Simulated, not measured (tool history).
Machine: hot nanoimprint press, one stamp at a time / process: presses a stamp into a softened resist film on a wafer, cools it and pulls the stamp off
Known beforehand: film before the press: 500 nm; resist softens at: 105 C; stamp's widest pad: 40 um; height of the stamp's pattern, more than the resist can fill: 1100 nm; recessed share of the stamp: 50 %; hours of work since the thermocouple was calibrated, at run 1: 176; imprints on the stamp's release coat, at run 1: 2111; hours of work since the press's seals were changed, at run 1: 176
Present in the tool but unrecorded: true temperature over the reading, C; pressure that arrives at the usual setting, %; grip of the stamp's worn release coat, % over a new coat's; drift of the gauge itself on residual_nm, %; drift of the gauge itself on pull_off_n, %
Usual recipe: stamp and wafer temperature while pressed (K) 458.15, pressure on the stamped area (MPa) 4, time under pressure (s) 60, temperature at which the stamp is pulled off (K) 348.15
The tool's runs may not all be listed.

| run | day | stamp and wafer temperature while pressed (K) | pressure on the stamped area (MPa) | time under pressure (s) | temperature at which the stamp is pulled off (K) | hours of work since the thermocouple was calibrated | imprints on the stamp's release coat | hours of work since the press's seals were changed | resist left under the stamp's widest pad (Å) | greatest force while the stamp is pulled off (N) |
|---|---|---|---|---|---|---|---|---|---|---|
| 1 | 0 | 458.15 | 4 | 60 | 348.15 | 176 | 2111 | 176 | 2738 | 189 |
| 2 | 0.658 | 458.15 | 4 | 60 | 348.15 | 186 | 2164 | 186 | 2722 | 188 |
| 3 | 1.504 | 458.15 | 6.29 | 60 | 348.15 | 200 | 2233 | 200 | 2299 | 186 |
| 4 | 2.371 | 458.15 | 6.29 | 60 | 348.15 | 213 | 2304 | 213 | 2294 | 195 |
| 5 | 3.271 | 458.15 | 4 | 60 | 348.15 | 227 | 2377 | 227 | 2754 | 188 |
| 6 | 3.654 | 458.15 | 4 | 60 | 348.15 | 233 | 2409 | 233 | 2732 | 189 |
| 7 | 4.15 | 458.15 | 4 | 60 | 348.15 | 241 | 2449 | 241 | 2745 | 185 |
|  | 4.838 | stamp cleaned and given a new release coat |
| 8 | 5.092 | 458.15 | 4 | 60 | 348.15 | 252 | 21 | 252 | 2730 | 186 |
| 9 | 5.854 | 458.15 | 4 | 60 | 348.15 | 264 | 83 | 264 | 2734 | 181 |
| 10 | 6.542 | 458.15 | 4 | 60 | 348.15 | 275 | 140 | 275 | 2760 | 189 |
| 11 | 6.958 | 458.15 | 4 | 60 | 348.15 | 281 | 174 | 281 | 2729 | 177 |
| 12 | 7.842 | 463.15 | 4 | 60 | 348.15 | 295 | 245 | 295 | 2336 | 186 |
| 13 | 8.417 | 463.15 | 4 | 60 | 348.15 | 304 | 293 | 304 | 2347 | 181 |
| 14 | 8.846 | 454.15 | 4 | 60 | 348.15 | 311 | 327 | 311 | 3091 | 189 |
| 15 | 9.292 | 454.15 | 4 | 60 | 348.15 | 318 | 364 | 318 | 3072 | 184 |
| 16 | 10.2 | 454.15 | 4 | 60 | 348.15 | 332 | 438 | 332 | 3085 | 194 |
| 17 | 10.829 | 453.15 | 4 | 32 | 354.15 | 342 | 489 | 342 | 3730 | 163 |
| 18 | 11.338 | 449.15 | 4 | 32 | 334.15 | 350 | 531 | 350 | 4006 | 228 |
| 19 | 11.842 | 458.15 | 4 | 54 | 348.15 | 358 | 572 | 358 | 2830 | 190 |
| 20 | 12.417 | 458.15 | 4 | 54 | 348.15 | 367 | 618 | 367 | 2834 | 188 |
| 21 | 13.117 | 458.15 | 4 | 54 | 348.15 | 378 | 676 | 378 | 2841 | 187 |
|  | 13.767 | plate thermocouple calibrated |
| 22 | 14.142 | 458.15 | 3.21 | 38 | 348.15 | 6 | 749 | 392 | 3385 | 186 |
| 23 | 14.583 | 458.15 | 3.21 | 38 | 348.15 | 13 | 785 | 399 | 3373 | 185 |
| 24 | 15.425 | 458.15 | 3.21 | 38 | 348.15 | 26 | 854 | 412 | 3381 | 184 |
| 25 | 16.146 | 453.15 | 3.1 | 74 | 351.15 | 37 | 913 | 424 | 3229 | 179 |
| 26 | 16.721 | 453.15 | 3.1 | 74 | 351.15 | 46 | 959 | 433 | 3237 | 170 |
| 27 | 17.638 | 458.15 | 4 | 90 | 348.15 | 61 | 1034 | 447 | 2372 | 187 |
| 28 | 18.542 | 450.15 | 2.71 | 61 | 334.15 | 75 | 1108 | 461 | 3768 | 239 |
| 29 | 18.992 | 464.15 | 3.38 | 57 | 351.15 | 82 | 1144 | 468 | 2478 | 172 |
| 30 | 19.442 | 464.15 | 3.38 | 57 | 351.15 | 89 | 1181 | 475 | 2476 | 179 |

Alternative continuations, all from the tool just after run 30; predict every row:
| A | 19.85 | 453.15 | 3.25 | 60 | 340.15 | 96 | 1214 | 482 | ? | ? |
| B | 19.85 | 468.15 | 4 | 60 | 348.15 | 96 | 1214 | 482 | ? | ? |
| C | 19.85 | 454.15 | 3.29 | 60 | 347.15 | 96 | 1214 | 482 | ? | ? |

| run | resist left under the stamp's widest pad (Å) | greatest force while the stamp is pulled off (N) |
|---|---|---|
| A | 3371 | 216 |
| B | 1998 | 182 |
| C | 3298 | 186 |
With no hidden state in the tool, these same runs would have given:
| run | resist left under the stamp's widest pad (Å) | greatest force while the stamp is pulled off (N) |
|---|---|---|
| A | 3371 | 214 |
| B | 1998 | 181 |
| C | 3298 | 185 |

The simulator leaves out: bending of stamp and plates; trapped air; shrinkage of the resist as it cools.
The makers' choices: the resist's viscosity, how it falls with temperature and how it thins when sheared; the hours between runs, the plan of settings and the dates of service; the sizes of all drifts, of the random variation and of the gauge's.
